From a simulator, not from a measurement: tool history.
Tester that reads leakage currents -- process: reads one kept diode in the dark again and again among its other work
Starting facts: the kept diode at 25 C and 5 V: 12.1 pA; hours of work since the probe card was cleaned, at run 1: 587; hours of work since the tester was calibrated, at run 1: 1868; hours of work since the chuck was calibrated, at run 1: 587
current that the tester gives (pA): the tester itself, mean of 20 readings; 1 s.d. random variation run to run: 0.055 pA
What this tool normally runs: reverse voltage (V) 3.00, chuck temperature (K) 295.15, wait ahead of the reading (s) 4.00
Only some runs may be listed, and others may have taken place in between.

run	hour	reverse voltage (V)	chuck temperature (K)	wait ahead of the reading (s)	hours of work since the probe card was cleaned	hours of work since the tester was calibrated	hours of work since the chuck was calibrated	current that the tester gives (pA)
1	0.0	3.00	295.15	4.00	587	1868	587	7.73
2	89.6	3.00	295.15	4.00	640	1921	640	7.83
3	130.0	3.00	302.15	4.00	663	1945	663	14.81
# hour 175.9: chuck's temperature calibrated
4	198.3	3.00	302.15	4.00	702	1984	13	14.75
5	269.7	3.00	312.15	4.00	744	2026	55	34.96
6	365.9	3.00	312.15	4.00	801	2083	112	34.55
7	450.5	3.00	312.15	4.00	851	2132	162	35.03
8	538.0	3.00	312.15	4.00	902	2184	213	34.80
9	595.6	3.00	312.15	4.00	936	2218	247	35.10
10	670.0	3.00	312.15	4.00	980	2262	291	34.81
11	729.9	3.00	312.15	4.00	1015	2297	326	35.08
# hour 796.7: tester calibrated
12	822.8	3.00	312.15	4.00	1069	15	379	34.88
13	920.2	3.00	312.15	4.00	1126	73	437	34.89
14	975.2	3.00	295.15	4.00	1158	105	469	7.90
15	1072.3	3.00	304.15	4.00	1216	162	526	17.62
16	1143.1	1.15	295.15	4.00	1257	204	568	5.57
17	1217.8	1.15	295.15	4.00	1301	248	612	5.59
18	1299.3	1.15	295.15	4.00	1349	296	660	5.62
# hour 1349.5: chuck's temperature calibrated
19	1386.1	1.15	295.15	4.00	1399	346	22	5.56
20	1481.8	1.15	295.15	4.00	1455	402	78	5.60
21	1558.8	3.00	301.15	4.00	1501	447	123	13.43
22	1618.6	17.60	298.15	8.92	1536	482	158	19.17

Expected results for the next run?
23	1697.8	10.41	301.15	3.35	1582	529	205	?

Run 23 came out at current that the tester gives (pA) 21.01.
With the hidden condition absent and the run-to-run variation left alone, this run would have shown current that the tester gives (pA) 20.99.
